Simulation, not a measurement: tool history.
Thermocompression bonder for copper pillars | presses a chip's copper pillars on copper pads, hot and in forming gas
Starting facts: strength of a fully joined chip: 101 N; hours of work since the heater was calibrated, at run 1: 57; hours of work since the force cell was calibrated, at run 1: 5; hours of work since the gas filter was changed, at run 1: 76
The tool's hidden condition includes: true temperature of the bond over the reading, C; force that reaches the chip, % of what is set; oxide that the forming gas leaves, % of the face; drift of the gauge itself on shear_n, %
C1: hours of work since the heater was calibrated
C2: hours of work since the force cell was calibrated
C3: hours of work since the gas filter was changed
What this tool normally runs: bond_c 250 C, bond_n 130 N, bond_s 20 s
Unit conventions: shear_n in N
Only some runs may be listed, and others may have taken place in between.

run 1 hour=0.0 | bond_c=250 bond_n=130 bond_s=20 | C1=57 C2=5 C3=76 | shear_n=35.6
run 2 hour=6.7 | bond_c=250 bond_n=130 bond_s=20 | C1=62 C2=9 C3=80 | shear_n=35.8
run 3 hour=13.1 | bond_c=250 bond_n=160 bond_s=20 | C1=66 C2=13 C3=84 | shear_n=42.8
run 4 hour=19.0 | bond_c=250 bond_n=160 bond_s=20 | C1=69 C2=17 C3=88 | shear_n=42.5
run 5 hour=26.8 | bond_c=250 bond_n=160 bond_s=20 | C1=74 C2=22 C3=92 | shear_n=43.1
run 6 hour=36.9 | bond_c=250 bond_n=101 bond_s=20 | C1=81 C2=28 C3=99 | shear_n=28.3
run 7 hour=46.2 | bond_c=250 bond_n=125 bond_s=20 | C1=86 C2=34 C3=105 | shear_n=34.7
run 8 hour=55.9 | bond_c=250 bond_n=125 bond_s=20 | C1=93 C2=40 C3=111 | shear_n=34.9
run 9 hour=64.1 | bond_c=250 bond_n=130 bond_s=20 | C1=98 C2=45 C3=116 | shear_n=36.2
run 10 hour=68.9 | bond_c=250 bond_n=130 bond_s=20 | C1=101 C2=48 C3=119 | shear_n=35.5
run 11 hour=77.8 | bond_c=250 bond_n=130 bond_s=20 | C1=106 C2=54 C3=125 | shear_n=35.6
run 12 hour=85.0 | bond_c=250 bond_n=130 bond_s=20 | C1=111 C2=59 C3=129 | shear_n=35.6
run 13 hour=94.5 | bond_c=250 bond_n=130 bond_s=20 | C1=117 C2=65 C3=135 | shear_n=35.3
run 14 hour=101.3 | bond_c=250 bond_n=130 bond_s=20 | C1=121 C2=69 C3=139 | shear_n=35.8
run 15 hour=108.7 | bond_c=250 bond_n=130 bond_s=20 | C1=126 C2=73 C3=144 | shear_n=35.3
run 16 hour=119.3 | bond_c=250 bond_n=130 bond_s=20 | C1=132 C2=80 C3=151 | shear_n=35.5
run 17 hour=128.7 | bond_c=250 bond_n=130 bond_s=20 | C1=138 C2=86 C3=157 | shear_n=35.8
run 18 hour=134.3 | bond_c=236 bond_n=130 bond_s=20 | C1=142 C2=90 C3=160 | shear_n=28.4
run 19 hour=143.2 | bond_c=250 bond_n=130 bond_s=22 | C1=147 C2=95 C3=166 | shear_n=36.8
run 20 hour=149.4 | bond_c=250 bond_n=130 bond_s=20 | C1=151 C2=99 C3=170 | shear_n=35.7
run 21 hour=160.1 | bond_c=250 bond_n=130 bond_s=20 | C1=158 C2=106 C3=176 | shear_n=35.8
run 22 hour=167.9 | bond_c=255 bond_n=138 bond_s=27 | C1=163 C2=111 C3=181 | shear_n=46.0
run 23 hour=178.1 | bond_c=233 bond_n=151 bond_s=50 | C1=169 C2=117 C3=188 | shear_n=44.8
-- hour=187.1 forming gas filter changed
run 24 hour=187.5 | bond_c=225 bond_n=130 bond_s=16 | C1=175 C2=123 C3=0 | shear_n=21.6
run 25 hour=195.3 | bond_c=225 bond_n=130 bond_s=16 | C1=180 C2=128 C3=5 | shear_n=21.4
run 26 hour=202.0 | bond_c=260 bond_n=89 bond_s=10 | C1=184 C2=132 C3=9 | shear_n=21.6
run 27 hour=211.2 | bond_c=263 bond_n=89 bond_s=10 | C1=190 C2=138 C3=15 | shear_n=23.1
run 28 hour=221.6 | bond_c=276 bond_n=130 bond_s=29 | C1=196 C2=144 C3=22 | shear_n=56.9
run 29 hour=231.3 | bond_c=276 bond_n=130 bond_s=29 | C1=203 C2=150 C3=28 | shear_n=57.4
run 30 hour=240.1 | bond_c=245 bond_n=116 bond_s=38 | C1=208 C2=156 C3=33 | shear_n=39.2
run 31 hour=246.0 | bond_c=260 bond_n=180 bond_s=16 | C1=212 C2=159 C3=37 | shear_n=49.9
run 32 hour=251.6 | bond_c=278 bond_n=165 bond_s=12 | C1=215 C2=163 C3=41 | shear_n=52.3
run 33 hour=256.7 | bond_c=234 bond_n=157 bond_s=17 | C1=219 C2=166 C3=44 | shear_n=30.6
run 34 hour=264.8 | bond_c=250 bond_n=108 bond_s=36 | C1=224 C2=171 C3=49 | shear_n=38.5
run 35 hour=270.6 | bond_c=277 bond_n=130 bond_s=20 | C1=227 C2=175 C3=53 | shear_n=51.2
run 36 hour=279.1 | bond_c=251 bond_n=99 bond_s=20 | C1=233 C2=180 C3=58 | shear_n=28.6
run 37 hour=287.7 | bond_c=249 bond_n=99 bond_s=25 | C1=238 C2=186 C3=63 | shear_n=30.1
run 38 hour=298.5 | bond_c=249 bond_n=99 bond_s=25 | C1=245 C2=192 C3=70 | shear_n=30.0
run 39 hour=304.3 | bond_c=249 bond_n=99 bond_s=25 | C1=248 C2=196 C3=74 | shear_n=30.3
run 40 hour=310.3 | bond_c=249 bond_n=99 bond_s=25 | C1=252 C2=200 C3=77 | shear_n=30.1
run 41 hour=316.5 | bond_c=228 bond_n=130 bond_s=20 | C1=256 C2=204 C3=81 | shear_n=24.8

Alternative continuations, all from the tool just after run 41; predict every row:
run A hour=321.6 | bond_c=249 bond_n=108 bond_s=11 | C1=259 C2=207 C3=85 | shear_n=?
run B hour=321.6 | bond_c=246 bond_n=116 bond_s=53 | C1=259 C2=207 C3=85 | shear_n=?
run C hour=321.6 | bond_c=249 bond_n=92 bond_s=51 | C1=259 C2=207 C3=85 | shear_n=?

run=A shear_n=22.7
run=B shear_n=44.2
run=C shear_n=37.8
Without the tool's hidden state the same runs would have given:
run=A shear_n=22.8
run=B shear_n=44.2
run=C shear_n=37.8
